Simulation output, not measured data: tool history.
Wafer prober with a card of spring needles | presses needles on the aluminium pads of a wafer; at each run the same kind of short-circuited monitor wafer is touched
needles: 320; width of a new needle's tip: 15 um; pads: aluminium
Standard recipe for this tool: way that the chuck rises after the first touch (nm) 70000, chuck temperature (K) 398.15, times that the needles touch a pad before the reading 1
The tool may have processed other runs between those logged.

| run | hour | way that the chuck rises after the first touch (nm) | chuck temperature (K) | times that the needles touch a pad before the reading | resistance of one needle with its contact and lead (mohm) | way that a needle slides on the pad (nm) |
|---|---|---|---|---|---|---|
| 1 | 0.0 | 70000 | 398.15 | 1 | 290 | 17460 |
|  | 3.2 | tips cleaned on abrasive film |
|  | 15.8 | tips cleaned on abrasive film |
|  | 28.4 | tips cleaned on abrasive film |
|  | 40.9 | tips cleaned on abrasive film |
|  | 53.5 | tips cleaned on abrasive film |
| 2 | 62.1 | 70000 | 398.15 | 1 | 284 | 17500 |
|  | 68.4 | tips cleaned on abrasive film |
|  | 81.0 | tips cleaned on abrasive film |
|  | 93.5 | tips cleaned on abrasive film |
|  | 106.1 | tips cleaned on abrasive film |
|  | 118.6 | tips cleaned on abrasive film |
|  | 134.3 | tips cleaned on abrasive film |
|  | 146.9 | tips cleaned on abrasive film |
| 3 | 149.4 | 70000 | 398.15 | 1 | 275 | 17200 |
|  | 162.0 | tips cleaned on abrasive film |
|  | 177.7 | tips cleaned on abrasive film |
|  | 190.3 | tips cleaned on abrasive film |
|  | 205.9 | tips cleaned on abrasive film |
|  | 221.6 | tips cleaned on abrasive film |
| 4 | 227.5 | 57000 | 398.15 | 1 | 313 | 13870 |
|  | 236.9 | tips cleaned on abrasive film |
|  | 249.5 | tips cleaned on abrasive film |
|  | 262.1 | tips cleaned on abrasive film |
|  | 277.8 | tips cleaned on abrasive film |
|  | 293.4 | tips cleaned on abrasive film |
| 5 | 294.0 | 60000 | 398.15 | 1 | 265 | 14130 |
|  | 306.6 | tips cleaned on abrasive film |
|  | 316.2 | height of the first contact set anew |
|  | 322.6 | tips cleaned on abrasive film |
|  | 338.2 | tips cleaned on abrasive film |
|  | 350.8 | tips cleaned on abrasive film |
|  | 363.4 | tips cleaned on abrasive film |
|  | 379.0 | tips cleaned on abrasive film |
| 6 | 379.7 | 60000 | 398.15 | 1 | 264 | 15680 |
|  | 392.3 | tips cleaned on abrasive film |
|  | 408.0 | tips cleaned on abrasive film |
|  | 420.6 | tips cleaned on abrasive film |
|  | 436.3 | tips cleaned on abrasive film |
| 7 | 445.0 | 60000 | 398.15 | 1 | 307 | 15390 |
|  | 451.3 | tips cleaned on abrasive film |
|  | 463.9 | tips cleaned on abrasive film |
|  | 479.5 | tips cleaned on abrasive film |
|  | 492.1 | tips cleaned on abrasive film |
|  | 504.7 | tips cleaned on abrasive film |
|  | 520.3 | tips cleaned on abrasive film |
| 8 | 522.1 | 60000 | 398.15 | 1 | 281 | 15200 |
|  | 534.7 | tips cleaned on abrasive film |
|  | 550.4 | tips cleaned on abrasive film |
|  | 566.0 | tips cleaned on abrasive film |
|  | 578.0 | card fitted with new needles |
|  | 593.7 | tips cleaned on abrasive film |
|  | 606.3 | tips cleaned on abrasive film |
| 9 | 612.9 | 60000 | 398.15 | 1 | 265 | 15310 |
|  | 619.3 | tips cleaned on abrasive film |
|  | 635.0 | tips cleaned on abrasive film |
|  | 647.5 | tips cleaned on abrasive film |
| 10 | 659.0 | 70000 | 300.15 | 1 | 242 | 17760 |
|  | 662.2 | tips cleaned on abrasive film |
|  | 674.8 | tips cleaned on abrasive film |
|  | 690.5 | tips cleaned on abrasive film |
|  | 704.4 | tips cleaned on abrasive film |
| 11 | 704.4 | 70000 | 300.15 | 1 | 216 | 17800 |
|  | 720.1 | tips cleaned on abrasive film |
|  | 732.6 | tips cleaned on abrasive film |
|  | 745.2 | tips cleaned on abrasive film |
|  | 760.9 | tips cleaned on abrasive film |
|  | 776.2 | tips cleaned on abrasive film |
| 12 | 776.2 | 70000 | 398.15 | 1 | 238 | 17800 |
|  | 791.8 | tips cleaned on abrasive film |
|  | 804.4 | tips cleaned on abrasive film |
|  | 817.0 | tips cleaned on abrasive film |
| 13 | 821.2 | 52000 | 367.15 | 2 | 255 | 13010 |
|  | 830.7 | tips cleaned on abrasive film |
|  | 843.2 | tips cleaned on abrasive film |
|  | 855.8 | tips cleaned on abrasive film |
|  | 868.4 | tips cleaned on abrasive film |
|  | 884.0 | tips cleaned on abrasive film |
| 14 | 895.3 | 52000 | 367.15 | 2 | 264 | 12710 |
|  | 898.5 | tips cleaned on abrasive film |
|  | 911.1 | tips cleaned on abrasive film |
|  | 923.7 | tips cleaned on abrasive film |
|  | 936.2 | tips cleaned on abrasive film |
|  | 951.9 | tips cleaned on abrasive film |
|  | 967.6 | tips cleaned on abrasive film |
| 15 | 979.9 | 85000 | 356.15 | 2 | 241 | 21170 |
|  | 983.1 | tips cleaned on abrasive film |
|  | 998.8 | tips cleaned on abrasive film |
|  | 1011.3 | tips cleaned on abrasive film |
|  | 1023.9 | tips cleaned on abrasive film |
|  | 1036.5 | tips cleaned on abrasive film |
| 16 | 1044.3 | 52000 | 320.15 | 2 | 256 | 12460 |
|  | 1050.6 | tips cleaned on abrasive film |
|  | 1066.3 | tips cleaned on abrasive film |
|  | 1082.0 | tips cleaned on abrasive film |
|  | 1094.5 | tips cleaned on abrasive film |
|  | 1110.2 | tips cleaned on abrasive film |
|  | 1125.9 | tips cleaned on abrasive film |
| 17 | 1126.6 | 53000 | 334.15 | 2 | 233 | 12570 |
|  | 1139.2 | tips cleaned on abrasive film |
|  | 1151.7 | tips cleaned on abrasive film |
|  | 1167.4 | tips cleaned on abrasive film |
| 18 | 1179.6 | 70000 | 349.15 | 1 | 260 | 17080 |
|  | 1182.8 | tips cleaned on abrasive film |
|  | 1198.5 | tips cleaned on abrasive film |
|  | 1211.1 | tips cleaned on abrasive film |
|  | 1220.7 | height of the first contact set anew |
| 19 | 1222.1 | 74000 | 337.15 | 2 | 243 | 19230 |
|  | 1225.3 | tips cleaned on abrasive film |
|  | 1241.0 | tips cleaned on abrasive film |
|  | 1253.6 | tips cleaned on abrasive film |
| 20 | 1258.1 | 54000 | 375.15 | 2 | 252 | 13990 |
|  | 1267.5 | tips cleaned on abrasive film |
|  | 1280.1 | tips cleaned on abrasive film |
|  | 1292.7 | tips cleaned on abrasive film |
|  | 1305.2 | tips cleaned on abrasive film |
|  | 1317.8 | tips cleaned on abrasive film |
|  | 1333.5 | tips cleaned on abrasive film |
| 21 | 1336.2 | 75000 | 304.15 | 2 | 224 | 19310 |
|  | 1348.8 | tips cleaned on abrasive film |
|  | 1364.5 | tips cleaned on abrasive film |
|  | 1380.2 | tips cleaned on abrasive film |
|  | 1395.8 | tips cleaned on abrasive film |
|  | 1408.4 | tips cleaned on abrasive film |
| 22 | 1411.8 | 75000 | 304.15 | 2 | 222 | 19130 |
|  | 1421.2 | tips cleaned on abrasive film |
|  | 1433.8 | tips cleaned on abrasive film |
|  | 1449.5 | tips cleaned on abrasive film |
|  | 1465.2 | tips cleaned on abrasive film |
|  | 1478.7 | tips cleaned on abrasive film |
| 23 | 1478.7 | 87000 | 365.15 | 2 | 225 | 22450 |
|  | 1494.4 | tips cleaned on abrasive film |
|  | 1510.1 | tips cleaned on abrasive film |
|  | 1525.8 | tips cleaned on abrasive film |
|  | 1541.5 | tips cleaned on abrasive film |
|  | 1554.0 | tips cleaned on abrasive film |
| 24 | 1558.2 | 65000 | 318.15 | 2 | 239 | 16180 |

Consider 4 possible next runs. They are alternatives, not a sequence: every one starts from the tool as it was left by run 24. What does each give?
|  | 1567.6 | tips cleaned on abrasive film |
|  | 1580.2 | tips cleaned on abrasive film |
|  | 1595.9 | tips cleaned on abrasive film |
|  | 1611.6 | tips cleaned on abrasive film |
|  | 1624.1 | tips cleaned on abrasive film |
|  | 1636.7 | tips cleaned on abrasive film |
| A | 1641.9 | 77000 | 398.15 | 1 | ? | ? |
|  | 1567.6 | tips cleaned on abrasive film |
|  | 1580.2 | tips cleaned on abrasive film |
|  | 1595.9 | tips cleaned on abrasive film |
|  | 1611.6 | tips cleaned on abrasive film |
|  | 1624.1 | tips cleaned on abrasive film |
|  | 1636.7 | tips cleaned on abrasive film |
| B | 1641.9 | 59000 | 360.15 | 2 | ? | ? |
|  | 1567.6 | tips cleaned on abrasive film |
|  | 1580.2 | tips cleaned on abrasive film |
|  | 1595.9 | tips cleaned on abrasive film |
|  | 1611.6 | tips cleaned on abrasive film |
|  | 1624.1 | tips cleaned on abrasive film |
|  | 1636.7 | tips cleaned on abrasive film |
| C | 1641.9 | 61000 | 398.15 | 1 | ? | ? |
|  | 1567.6 | tips cleaned on abrasive film |
|  | 1580.2 | tips cleaned on abrasive film |
|  | 1595.9 | tips cleaned on abrasive film |
|  | 1611.6 | tips cleaned on abrasive film |
|  | 1624.1 | tips cleaned on abrasive film |
|  | 1636.7 | tips cleaned on abrasive film |
| D | 1641.9 | 64000 | 398.15 | 1 | ? | ? |

| run | resistance of one needle with its contact and lead (mohm) | way that a needle slides on the pad (nm) |
|---|---|---|
| A | 259 | 19120 |
| B | 257 | 14290 |
| C | 276 | 15040 |
| D | 273 | 15530 |
Stripped of hidden state, with their random variation kept, the same runs would have yielded:
| run | resistance of one needle with its contact and lead (mohm) | way that a needle slides on the pad (nm) |
|---|---|---|
| A | 234 | 20030 |
| B | 231 | 15210 |
| C | 238 | 15960 |
| D | 238 | 16430 |
